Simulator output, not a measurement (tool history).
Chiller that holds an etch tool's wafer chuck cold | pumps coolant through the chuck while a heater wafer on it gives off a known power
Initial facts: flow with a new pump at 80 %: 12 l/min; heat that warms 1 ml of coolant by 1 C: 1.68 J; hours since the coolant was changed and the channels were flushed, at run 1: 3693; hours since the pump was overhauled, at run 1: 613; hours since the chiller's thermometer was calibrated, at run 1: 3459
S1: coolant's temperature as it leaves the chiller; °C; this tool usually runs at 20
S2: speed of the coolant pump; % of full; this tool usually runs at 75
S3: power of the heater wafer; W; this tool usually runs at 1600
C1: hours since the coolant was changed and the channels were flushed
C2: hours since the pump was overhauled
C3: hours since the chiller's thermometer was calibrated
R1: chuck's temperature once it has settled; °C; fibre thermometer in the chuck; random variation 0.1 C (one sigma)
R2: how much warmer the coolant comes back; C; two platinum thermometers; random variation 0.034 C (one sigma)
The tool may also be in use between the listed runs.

run 1 hour=0 | S1=20 S2=75 S3=1600 | C1=3693 C2=613 C3=3459 | R1=33.6 R2=5.13
run 2 hour=31.3 | S1=20 S2=75 S3=1600 | C1=3724 C2=645 C3=3490 | R1=33.5 R2=5.14
run 3 hour=64.7 | S1=20 S2=75 S3=1600 | C1=3758 C2=678 C3=3524 | R1=33.6 R2=5.08
run 4 hour=83.6 | S1=20 S2=69 S3=1600 | C1=3777 C2=697 C3=3543 | R1=34.5 R2=5.55
run 5 hour=103.7 | S1=20 S2=69 S3=1600 | C1=3797 C2=717 C3=3563 | R1=34.6 R2=5.6
run 6 hour=122.1 | S1=20 S2=69 S3=1600 | C1=3815 C2=735 C3=3581 | R1=34.5 R2=5.56
run 7 hour=145 | S1=20 S2=75 S3=826 | C1=3838 C2=758 C3=3604 | R1=27.6 R2=2.59
run 8 hour=175.4 | S1=20 S2=75 S3=826 | C1=3868 C2=789 C3=3634 | R1=27.4 R2=2.67
run 9 hour=218 | S1=20 S2=75 S3=1600 | C1=3911 C2=831 C3=3677 | R1=33.8 R2=5.17
run 10 hour=257 | S1=20 S2=75 S3=1600 | C1=3950 C2=870 C3=3716 | R1=33.7 R2=5.11
run 11 hour=280.1 | S1=20 S2=75 S3=1600 | C1=3973 C2=894 C3=3739 | R1=34 R2=5.09
run 12 hour=317.8 | S1=20 S2=75 S3=1600 | C1=4011 C2=931 C3=3777 | R1=33.9 R2=5.18
run 13 hour=356.7 | S1=20 S2=75 S3=1600 | C1=4050 C2=970 C3=3816 | R1=34 R2=5.16
run 14 hour=398.4 | S1=20 S2=75 S3=1600 | C1=4091 C2=1012 C3=3857 | R1=33.9 R2=5.1
run 15 hour=417.6 | S1=20 S2=75 S3=1600 | C1=4111 C2=1031 C3=3877 | R1=33.9 R2=5.15
run 16 hour=439.8 | S1=20 S2=75 S3=810 | C1=4133 C2=1053 C3=3899 | R1=27.4 R2=2.6
run 17 hour=475 | S1=20 S2=75 S3=810 | C1=4168 C2=1088 C3=3934 | R1=27.2 R2=2.58
run 18 hour=503 | S1=20 S2=75 S3=810 | C1=4196 C2=1116 C3=3962 | R1=27.5 R2=2.63
run 19 hour=534.6 | S1=12 S2=75 S3=1947 | C1=4228 C2=1148 C3=3994 | R1=28.9 R2=6.32
run 20 hour=564.5 | S1=12 S2=75 S3=1947 | C1=4257 C2=1178 C3=4024 | R1=28.9 R2=6.23
run 21 hour=602.8 | S1=10 S2=98 S3=2359 | C1=4296 C2=1216 C3=4062 | R1=27.2 R2=5.77
run 22 hour=627 | S1=20 S2=95 S3=2221 | C1=4320 C2=1240 C3=4086 | R1=36.6 R2=5.58
run 23 hour=647.9 | S1=15 S2=75 S3=2293 | C1=4341 C2=1261 C3=4107 | R1=35 R2=7.39
run 24 hour=689.7 | S1=15 S2=92 S3=2293 | C1=4383 C2=1303 C3=4149 | R1=32.6 R2=6.01
run 25 hour=725.1 | S1=21 S2=92 S3=1231 | C1=4418 C2=1339 C3=4184 | R1=30.8 R2=3.2
run 26 hour=765.1 | S1=21 S2=92 S3=1231 | C1=4458 C2=1378 C3=4224 | R1=30.9 R2=3.28
run 27 hour=792.8 | S1=11 S2=75 S3=1600 | C1=4486 C2=1406 C3=4252 | R1=25.2 R2=5.19
run 28 hour=823.1 | S1=21 S2=89 S3=1459 | C1=4516 C2=1436 C3=4282 | R1=32.9 R2=3.99
run 29 hour=854.8 | S1=21 S2=89 S3=1459 | C1=4548 C2=1468 C3=4314 | R1=32.8 R2=3.92
-- hour=868.7 coolant changed, channels flushed
run 30 hour=884.8 | S1=21 S2=66 S3=1459 | C1=16 C2=1492 C3=4338 | R1=33.3 R2=5.38
run 31 hour=924.4 | S1=14 S2=66 S3=2213 | C1=56 C2=1532 C3=4377 | R1=32.2 R2=8.15

Estimate the outcome of run 32 from the log above:
run 32 hour=962.3 | S1=14 S2=66 S3=2213 | C1=94 C2=1570 C3=4415 | R1=? R2=?

{"run 32": {"R1": 32.2, "R2": 8.16}}
Were there no unlogged condition in the tool, this run, its random variation unchanged, would have produced R1 30.9 °C, R2 8.01 C.

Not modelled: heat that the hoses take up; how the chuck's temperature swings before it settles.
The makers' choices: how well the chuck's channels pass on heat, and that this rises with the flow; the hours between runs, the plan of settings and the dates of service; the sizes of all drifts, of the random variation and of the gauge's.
